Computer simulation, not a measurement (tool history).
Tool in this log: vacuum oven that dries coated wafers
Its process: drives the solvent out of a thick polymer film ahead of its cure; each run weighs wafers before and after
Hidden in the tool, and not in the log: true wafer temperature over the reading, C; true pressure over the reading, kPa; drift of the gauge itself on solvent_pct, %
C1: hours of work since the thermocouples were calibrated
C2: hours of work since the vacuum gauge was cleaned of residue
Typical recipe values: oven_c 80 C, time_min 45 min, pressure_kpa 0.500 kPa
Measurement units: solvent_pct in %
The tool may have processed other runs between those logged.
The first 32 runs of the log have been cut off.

run 33 hour=1655.6 | oven_c=93 time_min=71 pressure_kpa=0.431 | C1=804 C2=622 | solvent_pct=0.20
run 34 hour=1697.9 | oven_c=75 time_min=32 pressure_kpa=0.431 | C1=833 C2=651 | solvent_pct=2.51
run 35 hour=1747.6 | oven_c=75 time_min=32 pressure_kpa=0.431 | C1=868 C2=686 | solvent_pct=2.59
run 36 hour=1804.9 | oven_c=74 time_min=31 pressure_kpa=0.903 | C1=908 C2=726 | solvent_pct=3.16
run 37 hour=1843.7 | oven_c=65 time_min=31 pressure_kpa=1.702 | C1=936 C2=754 | solvent_pct=6.04
run 38 hour=1914.7 | oven_c=71 time_min=45 pressure_kpa=0.500 | C1=985 C2=803 | solvent_pct=2.41
run 39 hour=1956.0 | oven_c=68 time_min=45 pressure_kpa=0.500 | C1=1014 C2=832 | solvent_pct=2.95
run 40 hour=2023.9 | oven_c=93 time_min=62 pressure_kpa=1.510 | C1=1062 C2=880 | solvent_pct=0.45
run 41 hour=2071.2 | oven_c=87 time_min=45 pressure_kpa=0.500 | C1=1095 C2=913 | solvent_pct=0.31
run 42 hour=2109.1 | oven_c=80 time_min=65 pressure_kpa=1.319 | C1=1122 C2=940 | solvent_pct=0.79
run 43 hour=2182.3 | oven_c=87 time_min=65 pressure_kpa=1.319 | C1=1173 C2=991 | solvent_pct=0.56
run 44 hour=2241.0 | oven_c=84 time_min=71 pressure_kpa=0.401 | C1=1214 C2=1032 | solvent_pct=0.17
run 45 hour=2303.6 | oven_c=84 time_min=71 pressure_kpa=0.401 | C1=1258 C2=1076 | solvent_pct=0.21
run 46 hour=2347.1 | oven_c=92 time_min=45 pressure_kpa=0.491 | C1=1289 C2=1107 | solvent_pct=0.21

Predict each of these 4 candidate next runs independently; none follows another, all start after run 46:
run A hour=2417.6 | oven_c=81 time_min=77 pressure_kpa=0.500 | C1=1338 C2=1156 | solvent_pct=?
run B hour=2417.6 | oven_c=73 time_min=56 pressure_kpa=0.485 | C1=1338 C2=1156 | solvent_pct=?
run C hour=2417.6 | oven_c=80 time_min=45 pressure_kpa=0.510 | C1=1338 C2=1156 | solvent_pct=?
run D hour=2417.6 | oven_c=89 time_min=45 pressure_kpa=0.553 | C1=1338 C2=1156 | solvent_pct=?

run=A solvent_pct=0.30
run=B solvent_pct=1.25
run=C solvent_pct=0.86
run=D solvent_pct=0.29
What these runs would have given with no unlogged condition in the tool:
run=A solvent_pct=0.29
run=B solvent_pct=1.25
run=C solvent_pct=0.85
run=D solvent_pct=0.29

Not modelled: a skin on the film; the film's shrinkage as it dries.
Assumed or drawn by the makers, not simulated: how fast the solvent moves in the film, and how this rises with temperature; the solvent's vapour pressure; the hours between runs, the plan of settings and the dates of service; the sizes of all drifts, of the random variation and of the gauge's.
